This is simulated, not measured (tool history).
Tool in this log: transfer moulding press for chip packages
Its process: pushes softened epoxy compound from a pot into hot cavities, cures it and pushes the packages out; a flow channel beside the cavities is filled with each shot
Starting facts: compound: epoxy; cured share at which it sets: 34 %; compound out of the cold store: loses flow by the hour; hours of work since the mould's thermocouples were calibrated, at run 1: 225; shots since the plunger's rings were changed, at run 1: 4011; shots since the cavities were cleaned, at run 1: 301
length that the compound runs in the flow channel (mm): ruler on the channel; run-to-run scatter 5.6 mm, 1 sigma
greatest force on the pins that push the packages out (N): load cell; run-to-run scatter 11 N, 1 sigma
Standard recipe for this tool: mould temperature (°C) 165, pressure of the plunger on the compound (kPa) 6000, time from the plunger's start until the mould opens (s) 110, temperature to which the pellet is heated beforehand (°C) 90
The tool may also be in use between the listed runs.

run	hour	mould temperature (°C)	pressure of the plunger on the compound (kPa)	time from the plunger's start until the mould opens (s)	temperature to which the pellet is heated beforehand (°C)	hours of work since the mould's thermocouples were calibrated	shots since the plunger's rings were changed	shots since the cavities were cleaned	incoming compound's hours out of the cold store	length that the compound runs in the flow channel (mm)	greatest force on the pins that push the packages out (N)
1	0.0	165	6000	110	90	225	4011	301	42.0	574	484
# hour 8.6: plunger's sealing rings changed
2	9.7	165	6000	110	90	229	9	360	34.7	588	501
3	16.3	165	6000	110	90	232	64	415	26.2	622	489
# hour 28.1: cavities cleaned with cleaning compound and waxed
4	31.7	165	6000	138	90	239	179	30	23.6	629	413
5	39.7	165	6310	110	90	244	245	96	26.0	634	487
6	53.1	165	6310	110	90	250	354	205	33.0	618	496
7	61.2	165	6310	110	90	255	421	272	26.6	628	498
8	75.1	165	6000	110	90	262	537	388	38.9	582	499
9	82.3	165	6000	110	90	265	596	447	37.7	583	510
# hour 90.0: cavities cleaned with cleaning compound and waxed
10	92.6	165	6000	110	90	270	669	22	17.0	643	510
11	107.1	165	6000	110	90	277	788	141	22.3	641	514
12	118.0	164	6000	110	87	283	878	231	34.9	586	523
13	134.1	165	4840	114	85	291	1010	363	35.8	537	467
14	147.3	160	6000	110	90	298	1120	473	33.0	598	678
# hour 152.3: cavities cleaned with cleaning compound and waxed
15	162.8	160	7450	99	90	306	1235	86	19.0	745	894
16	172.4	160	7450	99	90	310	1314	165	45.2	628	813
17	183.6	170	4640	123	90	316	1406	257	11.8	579	419
18	194.2	170	4640	123	90	322	1494	345	22.0	549	416
19	205.8	164	7180	110	90	328	1590	441	46.8	604	510
# hour 213.7: cavities cleaned with cleaning compound and waxed
20	219.7	164	7180	110	90	334	1692	49	33.2	651	517
21	235.3	164	7180	110	96	342	1821	178	29.0	669	546
22	243.7	165	7290	143	93	347	1890	247	10.8	740	409

Consider 3 possible next runs. They are alternatives, not a sequence: every one starts from the tool as it was left by run 22. What does each give?
A	256.4	165	6430	103	90	353	1995	352	42.6	?	?
B	256.4	164	6000	141	88	353	1995	352	43.2	?	?
C	256.4	166	5550	143	91	353	1995	352	33.0	?	?

run	length that the compound runs in the flow channel (mm)	greatest force on the pins that push the packages out (N)
A	591	538
B	567	420
C	566	414
Had the tool no hidden state, the same runs would have come out as:
run	length that the compound runs in the flow channel (mm)	greatest force on the pins that push the packages out (N)
A	592	536
B	568	418
C	566	412

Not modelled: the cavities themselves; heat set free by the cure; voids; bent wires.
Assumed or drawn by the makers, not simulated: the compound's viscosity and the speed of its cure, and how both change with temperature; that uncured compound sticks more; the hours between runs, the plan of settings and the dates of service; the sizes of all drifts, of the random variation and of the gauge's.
